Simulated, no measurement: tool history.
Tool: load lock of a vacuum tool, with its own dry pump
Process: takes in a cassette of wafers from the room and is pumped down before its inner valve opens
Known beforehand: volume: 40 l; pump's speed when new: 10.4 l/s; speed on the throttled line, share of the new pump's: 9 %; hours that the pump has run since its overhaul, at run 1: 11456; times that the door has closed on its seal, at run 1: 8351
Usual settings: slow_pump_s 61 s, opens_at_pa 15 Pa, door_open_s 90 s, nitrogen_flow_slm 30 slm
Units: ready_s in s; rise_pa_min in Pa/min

run	hour	slow_pump_s	opens_at_pa	door_open_s	nitrogen_flow_slm	hours that the pump has run since its overhaul	times that the door has closed on its seal	incoming humidity of the room's air, %	ready_s	rise_pa_min
1	0	61	15	90	30	11456	8351	44.5	94	0.131
2	304.6	61	15	90	30	11760	9809	41.5	93.9	0.148
3	701.6	61	15	90	30	12157	11709	46.3	94.2	0.193
# hour 756.1: dry pump taken out, an overhauled one fitted
4	931.3	61	15	90	30	175	12779	46	89.6	0.209
5	1415.2	61	15	90	30	659	15095	45.8	90	0.264
6	1700.1	61	13	90	30	944	16459	46.1	91	0.298
7	1937.5	61	13	90	30	1181	17594	45.3	90.9	0.314
8	2468.3	61	13	90	30	1712	20135	45.7	90.9	0.389
9	2792.7	61	13	90	30	2037	21687	45.6	90.9	0.427
10	3077	61	13	90	30	2321	23048	45	91.4	0.483
11	3595.8	61	13	90	30	2840	25530	45.6	91.4	0.551
12	3814.8	61	13	90	30	3059	26578	45	91.7	0.599
# hour 4004.6: door's seal changed, seat wiped
13	4085.4	61	13	90	30	3328	386	45	91.6	0.058
14	4392.9	61	13	90	30	3635	1858	45.3	91.1	0.072
15	4838.8	55	15	90	30	4081	3992	40.7	86.1	0.089
16	5278.1	55	15	90	30	4521	6094	43.2	86.1	0.112
17	5793.1	61	15	90	30	5035	8558	42.9	91.8	0.146
18	6084.9	61	15	90	30	5327	9955	45.2	91.6	0.174
19	6301.4	61	15	90	30	5544	10991	45.2	92.1	0.19
20	6550.9	61	15	90	30	5793	12185	47	91.8	0.207
21	6876.8	61	15	90	33	6119	13745	43.2	92.3	0.229
22	7304.2	39	13	149	30	6547	15790	44.8	72.9	0.3
23	7690.5	39	13	149	30	6933	17639	45.6	73.4	0.341

Run 24, settings as shown, results not yet in. Your forecast:
24	8109.2	39	13	149	30	7352	19642	45.1	?	?

Logged for run 24: ready_s 73.4 s, rise_pa_min 0.409 Pa/min.
With the hidden condition absent and the run-to-run variation left alone, this run would have shown ready_s 69.8 s, rise_pa_min 0.074 Pa/min.
